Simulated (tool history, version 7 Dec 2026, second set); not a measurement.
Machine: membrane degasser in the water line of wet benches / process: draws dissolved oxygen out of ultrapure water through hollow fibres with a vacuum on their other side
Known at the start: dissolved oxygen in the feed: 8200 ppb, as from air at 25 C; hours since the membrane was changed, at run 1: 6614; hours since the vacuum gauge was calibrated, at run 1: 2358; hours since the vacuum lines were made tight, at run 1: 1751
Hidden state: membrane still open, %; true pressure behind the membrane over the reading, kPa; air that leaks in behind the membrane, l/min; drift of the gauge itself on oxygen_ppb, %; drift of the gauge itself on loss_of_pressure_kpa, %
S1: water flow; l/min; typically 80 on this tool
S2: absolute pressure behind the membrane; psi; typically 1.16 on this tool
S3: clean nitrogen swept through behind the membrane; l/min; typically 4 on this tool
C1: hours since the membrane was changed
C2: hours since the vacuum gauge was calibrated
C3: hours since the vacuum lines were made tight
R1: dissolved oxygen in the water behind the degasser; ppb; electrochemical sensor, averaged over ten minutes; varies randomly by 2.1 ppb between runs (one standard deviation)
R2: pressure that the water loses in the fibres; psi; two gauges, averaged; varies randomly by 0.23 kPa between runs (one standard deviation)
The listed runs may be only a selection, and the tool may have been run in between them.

run      day   S1     S2     S3     C1    C2    C3     R1      R2
  1        0   80   1.16      4   6614  2358  1751    225   8.886
  2    5.492   80   1.16      4   6746  2490  1882  227.4   8.965
  3   11.096   80   1.16      4   6880  2624  2017  230.1   8.971
  4   16.812   80   1.16      4   7017  2761  2154  231.1   8.943
  5   23.158   80   1.16      4   7170  2914  2306  229.8   9.011
  6   28.329   80   1.16      4   7294  3038  2431  230.7   8.998
  7   32.142   80   1.16      4   7385  3129  2522  229.4   9.023
  8   36.525   80   1.16      4   7490  3234  2627  230.4   8.985
  9   43.233   80  2.199      4   7651  3395  2788  524.2   9.021
 10     49.7   71   1.16      4   7807  3551  2943  205.6   8.006
 11   55.412   71   1.16      4   7944  3688  3081  205.4   8.015
 12   58.421   80   1.16      4   8016  3760  3153  237.9   9.065
 13   63.167   80   1.16      4   8130  3874  3267  235.8   9.039
 14   68.254   80   1.16      4   8252  3996  3389  240.2   9.039
 15   71.925   80   1.16      4   8340  4084  3477  236.4   9.121
 16   75.421   80   1.16   2.91   8424  4168  3561  305.7   9.117
 17   79.175  101  2.567      4   8514  4258  3651  769.7  11.419
 18   84.217  118  1.392   6.58   8635  4379  3772  303.3  13.404
 19    89.15   63  1.392   6.58   8753  4497  3890  156.9     7.1
 20   94.996   59   1.16   5.27   8894  4638  4031  141.2   6.738
 21   97.929   50  1.163    9.6   8964  4708  4101   68.3   5.752
 22  102.375   92  1.369   4.52   9071  4815  4208    312  10.514
 23  105.312   71  2.457   4.52   9141  4885  4278  484.9   8.067
     107.992  -- seals of the vacuum lines changed
 24  109.025   71  2.457   4.52   9228  4972    25  487.5   8.084
 25  116.012  123   1.16   8.37   9396  5140   193    220  14.077
 26  119.746  123   1.16   8.37   9486  5230   282  217.2  14.176
 27  124.717   76  2.806   3.69   9605  5349   401  711.8   8.689
 28  130.792   76  2.806   3.69   9751  5495   547  715.1   8.723
 29  134.658   76  2.806  11.64   9844  5588   640  260.5   8.715
 30  139.108   80  2.529      4   9950  5694   747  633.4   9.211
 31   144.85   83  1.282      4  10088  5832   885  284.1   9.493
 32  150.575   71  2.692   3.06  10226  5970  1022  742.8    8.16

Predict each of these 3 candidate next runs independently; none follows another, all start after run 32:
  A  153.983  119   1.16     4  10307  6051  1104   ?   ?
  B  153.983  102  2.841  8.28  10307  6051  1104   ?   ?
  C  153.983   81   1.16  8.91  10307  6051  1104   ?   ?

run     R1      R2
  A  366.1  13.689
  B  484.8  11.808
  C  125.6   9.375
What these runs would have given with no unlogged condition in the tool:
run     R1      R2
  A  314.3  12.505
  B  459.5  10.786
  C  108.3   8.564
